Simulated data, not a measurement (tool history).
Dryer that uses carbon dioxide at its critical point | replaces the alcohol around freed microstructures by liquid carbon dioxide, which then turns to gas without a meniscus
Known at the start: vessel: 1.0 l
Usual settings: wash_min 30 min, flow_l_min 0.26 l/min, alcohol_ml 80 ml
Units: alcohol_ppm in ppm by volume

Run 1, hour 0: usual settings. Result: alcohol_ppm 178 ppm by volume.
Run 2, hour 6.2: usual settings. Result: alcohol_ppm 187 ppm by volume.
At hour 12.1: inlet filter changed.
Run 3, hour 22.3: usual settings. Result: alcohol_ppm 95 ppm by volume.
Run 4, hour 29.3: usual settings but wash_min 34 min. Result: alcohol_ppm 48 ppm by volume.
Run 5, hour 41.6: usual settings. Result: alcohol_ppm 92 ppm by volume.
Run 6, hour 54.1: usual settings. Result: alcohol_ppm 103 ppm by volume.
Run 7, hour 67.3: usual settings. Result: alcohol_ppm 98 ppm by volume.
Run 8, hour 79.1: usual settings. Result: alcohol_ppm 101 ppm by volume.
Run 9, hour 89.4: usual settings. Result: alcohol_ppm 101 ppm by volume.
Run 10, hour 102.6: usual settings but alcohol_ml 89 ml. Result: alcohol_ppm 119 ppm by volume.
Run 11, hour 109.8: usual settings. Result: alcohol_ppm 111 ppm by volume.
Run 12, hour 117: usual settings. Result: alcohol_ppm 111 ppm by volume.
Run 13, hour 128.2: usual settings. Result: alcohol_ppm 108 ppm by volume.
Run 14, hour 138.6: usual settings but flow_l_min 0.284 l/min. Result: alcohol_ppm 78 ppm by volume.
Run 15, hour 150.8: usual settings. Result: alcohol_ppm 112 ppm by volume.
Run 16, hour 161.9: usual settings but wash_min 24 min, flow_l_min 0.344 l/min. Result: alcohol_ppm 93 ppm by volume.
Run 17, hour 169.6: usual settings but wash_min 41 min, flow_l_min 0.207 l/min, alcohol_ml 62 ml. Result: alcohol_ppm 54 ppm by volume.
Run 18, hour 182.3: usual settings but wash_min 40 min, flow_l_min 0.172 l/min, alcohol_ml 74 ml. Result: alcohol_ppm 207 ppm by volume.
Run 19, hour 194.3: usual settings but wash_min 31 min, flow_l_min 0.386 l/min, alcohol_ml 82 ml. Result: alcohol_ppm 34 ppm by volume.
Run 20, hour 204.7: usual settings but wash_min 31 min, flow_l_min 0.386 l/min, alcohol_ml 82 ml. Result: alcohol_ppm 38 ppm by volume.
Run 21, hour 214.3: usual settings but flow_l_min 0.224 l/min, alcohol_ml 37 ml. Result: alcohol_ppm 142 ppm by volume.
Run 22, hour 221.8: usual settings but wash_min 19 min, flow_l_min 0.251 l/min, alcohol_ml 38 ml. Result: alcohol_ppm 679 ppm by volume.
Run 23, hour 231.3: usual settings but wash_min 19 min, flow_l_min 0.251 l/min, alcohol_ml 38 ml. Result: alcohol_ppm 683 ppm by volume.
Run 24, hour 246: usual settings but wash_min 19 min, flow_l_min 0.251 l/min, alcohol_ml 38 ml. Result: alcohol_ppm 698 ppm by volume.
Run 25, hour 260.1: usual settings but wash_min 19 min, flow_l_min 0.225 l/min, alcohol_ml 46 ml. Result: alcohol_ppm 1218 ppm by volume.
Run 26, hour 272.5: usual settings but wash_min 20 min, flow_l_min 0.202 l/min, alcohol_ml 37 ml. Result: alcohol_ppm 1195 ppm by volume.
Run 27, hour 283.7: usual settings but flow_l_min 0.233 l/min, alcohol_ml 78 ml. Result: alcohol_ppm 241 ppm by volume.
Run 28, hour 297.5: usual settings but alcohol_ml 81 ml. Result: alcohol_ppm 152 ppm by volume.
Run 29, hour 308.7: usual settings but alcohol_ml 47 ml. Result: alcohol_ppm 103 ppm by volume.
Run 30, hour 314.9: usual settings but alcohol_ml 39 ml. Result: alcohol_ppm 95 ppm by volume.

4 ways to go on from here, each from the tool as it stands after run 30. What would each give?
Run A, hour 326: usual settings but flow_l_min 0.203 l/min. Result: alcohol_ppm ?.
Run B, hour 326: usual settings but wash_min 36 min, flow_l_min 0.202 l/min. Result: alcohol_ppm ?.
Run C, hour 326: usual settings but wash_min 19 min, alcohol_ml 33 ml. Result: alcohol_ppm ?.
Run D, hour 326: usual settings but wash_min 23 min, flow_l_min 0.158 l/min, alcohol_ml 41 ml. Result: alcohol_ppm ?.

run  alcohol_ppm
  A          497
  B          210
  C          567
  D         1899
Without the tool's hidden state the same runs would have given:
run  alcohol_ppm
  A          353
  B          125
  C          428
  D         1587
